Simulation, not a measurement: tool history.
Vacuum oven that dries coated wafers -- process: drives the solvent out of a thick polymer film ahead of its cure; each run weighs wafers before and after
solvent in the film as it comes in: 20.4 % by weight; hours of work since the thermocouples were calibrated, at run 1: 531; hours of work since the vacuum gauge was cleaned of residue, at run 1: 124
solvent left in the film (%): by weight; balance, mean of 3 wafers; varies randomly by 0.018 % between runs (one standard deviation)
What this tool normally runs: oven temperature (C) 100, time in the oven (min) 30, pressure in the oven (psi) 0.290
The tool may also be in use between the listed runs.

run     day  oven temperature (C)  time in the oven (min)  pressure in the oven (psi)  hours of work since the thermocouples were calibrated  hours of work since the vacuum gauge was cleaned of residue  solvent left in the film (%)
  1   0.000                   100                      30                       0.290                                                    531                                                          124                          2.13
  2   1.004                   100                      30                       0.290                                                    542                                                          136                          2.10
  3   2.300                   100                      30                       0.290                                                    557                                                          150                          2.12
  4   3.338                   100                      30                       0.284                                                    569                                                          162                          2.06
  5   3.962                   100                      30                       0.284                                                    576                                                          169                          2.08
  6   5.233                   100                      30                       0.284                                                    590                                                          183                          2.11
  7   5.783                   100                      30                       0.284                                                    596                                                          189                          2.06
  8   6.392                   100                      30                       0.284                                                    603                                                          196                          2.09
  9   7.592                   112                      30                       0.290                                                    617                                                          210                          1.11
 10   8.771                    93                      30                       0.290                                                    630                                                          223                          3.26
 11   9.538                   100                      30                       1.040                                                    639                                                          232                          6.06
 12  10.725                   100                      30                       1.040                                                    652                                                          245                          6.12
 13  11.583                   100                      30                       1.040                                                    662                                                          255                          6.11
 14  12.879                   100                      30                       1.040                                                    676                                                          270                          6.09
 15  13.692                   100                      30                       1.040                                                    685                                                          279                          6.14
 16  14.675                   100                      30                       0.290                                                    697                                                          290                          2.13
 17  15.600                    92                      30                       0.389                                                    707                                                          300                          4.14
 18  16.862                    95                      20                       0.274                                                    721                                                          314                          4.25
 19  18.154                    98                      30                       0.365                                                    736                                                          329                          2.83
 20  19.108                   100                      29                       0.683                                                    747                                                          340                          4.26
 21  20.054                   100                      33                       0.683                                                    757                                                          350                          4.05
 22  20.608                   100                      33                       0.683                                                    763                                                          357                          4.05
 23  21.371                   114                      30                       0.277                                                    772                                                          365                          0.98
 24  21.925                    90                      22                       0.976                                                    778                                                          372                          9.66
 25  23.021                   112                      30                       0.290                                                    791                                                          384                          1.08
 26  23.808                    85                      19                       0.290                                                    800                                                          393                          7.48
 27  24.350                    85                      19                       0.290                                                    806                                                          399                          7.52
 28  25.600                    85                      19                       0.290                                                    820                                                          413                          7.46
 29  26.262                    93                      30                       0.290                                                    827                                                          420                          3.26
 30  27.154                   100                      16                       0.294                                                    837                                                          431                          4.17
 31  27.904                    96                      54                       0.627                                                    846                                                          439                          4.05

Consider 3 possible next runs. They are alternatives, not a sequence: every one starts from the tool as it was left by run 31. What does each give?
     28.333  -- oven's thermocouples calibrated
  A  29.250                   100                      22                       0.193                                                     10                                                          453                             ?
     28.333  -- oven's thermocouples calibrated
  B  29.250                    97                      17                       0.627                                                     10                                                          453                             ?
     28.333  -- oven's thermocouples calibrated
  C  29.250                   100                      17                       0.471                                                     10                                                          453                             ?

run  solvent left in the film (%)
  A                          2.40
  B                          6.35
  C                          4.75
With no hidden state in the tool, these same runs would have given:
run  solvent left in the film (%)
  A                          2.39
  B                          6.34
  C                          4.74
